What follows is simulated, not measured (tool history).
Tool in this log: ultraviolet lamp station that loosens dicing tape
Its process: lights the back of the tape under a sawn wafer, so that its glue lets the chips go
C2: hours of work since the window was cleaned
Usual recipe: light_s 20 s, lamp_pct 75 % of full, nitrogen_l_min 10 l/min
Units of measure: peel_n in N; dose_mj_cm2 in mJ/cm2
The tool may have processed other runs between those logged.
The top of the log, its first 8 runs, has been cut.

run 9 hour=257.9 | light_s=20 lamp_pct=72 nitrogen_l_min=10 | hours_of_work_of_the_lamp=661 C2=312 | peel_n=1.166 dose_mj_cm2=292
run 10 hour=294.3 | light_s=20 lamp_pct=72 nitrogen_l_min=10 | hours_of_work_of_the_lamp=683 C2=335 | peel_n=1.154 dose_mj_cm2=289
run 11 hour=338.2 | light_s=20 lamp_pct=88 nitrogen_l_min=10 | hours_of_work_of_the_lamp=711 C2=363 | peel_n=0.834 dose_mj_cm2=350
run 12 hour=367.8 | light_s=23 lamp_pct=75 nitrogen_l_min=10 | hours_of_work_of_the_lamp=729 C2=381 | peel_n=0.836 dose_mj_cm2=344
run 13 hour=387.4 | light_s=23 lamp_pct=75 nitrogen_l_min=10 | hours_of_work_of_the_lamp=741 C2=393 | peel_n=0.836 dose_mj_cm2=344
run 14 hour=410.3 | light_s=23 lamp_pct=75 nitrogen_l_min=10 | hours_of_work_of_the_lamp=756 C2=407 | peel_n=0.867 dose_mj_cm2=346
run 15 hour=436.4 | light_s=20 lamp_pct=61 nitrogen_l_min=10 | hours_of_work_of_the_lamp=772 C2=424 | peel_n=1.517 dose_mj_cm2=242
run 16 hour=472.3 | light_s=20 lamp_pct=75 nitrogen_l_min=10 | hours_of_work_of_the_lamp=794 C2=446 | peel_n=1.062 dose_mj_cm2=301
run 17 hour=512.3 | light_s=20 lamp_pct=75 nitrogen_l_min=10 | hours_of_work_of_the_lamp=819 C2=471 | peel_n=1.104 dose_mj_cm2=300
run 18 hour=538.1 | light_s=20 lamp_pct=75 nitrogen_l_min=10 | hours_of_work_of_the_lamp=835 C2=487 | peel_n=1.049 dose_mj_cm2=299
run 19 hour=582.9 | light_s=20 lamp_pct=75 nitrogen_l_min=10 | hours_of_work_of_the_lamp=863 C2=515 | peel_n=1.094 dose_mj_cm2=294
run 20 hour=618.2 | light_s=20 lamp_pct=75 nitrogen_l_min=18 | hours_of_work_of_the_lamp=885 C2=537 | peel_n=0.822 dose_mj_cm2=298
run 21 hour=655.8 | light_s=20 lamp_pct=75 nitrogen_l_min=10 | hours_of_work_of_the_lamp=909 C2=561 | peel_n=1.082 dose_mj_cm2=299
run 22 hour=698.1 | light_s=20 lamp_pct=97 nitrogen_l_min=10 | hours_of_work_of_the_lamp=935 C2=587 | peel_n=0.701 dose_mj_cm2=389
run 23 hour=733.3 | light_s=12 lamp_pct=97 nitrogen_l_min=4 | hours_of_work_of_the_lamp=957 C2=609 | peel_n=2.371 dose_mj_cm2=230
run 24 hour=771.7 | light_s=19 lamp_pct=82 nitrogen_l_min=18 | hours_of_work_of_the_lamp=981 C2=633 | peel_n=0.747 dose_mj_cm2=314

The next listed run, before its measurement:
run 25 hour=812.2 | light_s=11 lamp_pct=86 nitrogen_l_min=14 | hours_of_work_of_the_lamp=1006 C2=658 | peel_n=? dose_mj_cm2=?

{"run 25": {"peel_n": 1.771, "dose_mj_cm2": 195}}
Were there no unlogged condition in the tool, this run, its random variation unchanged, would have produced peel_n 1.766 N, dose_mj_cm2 196 mJ/cm2.
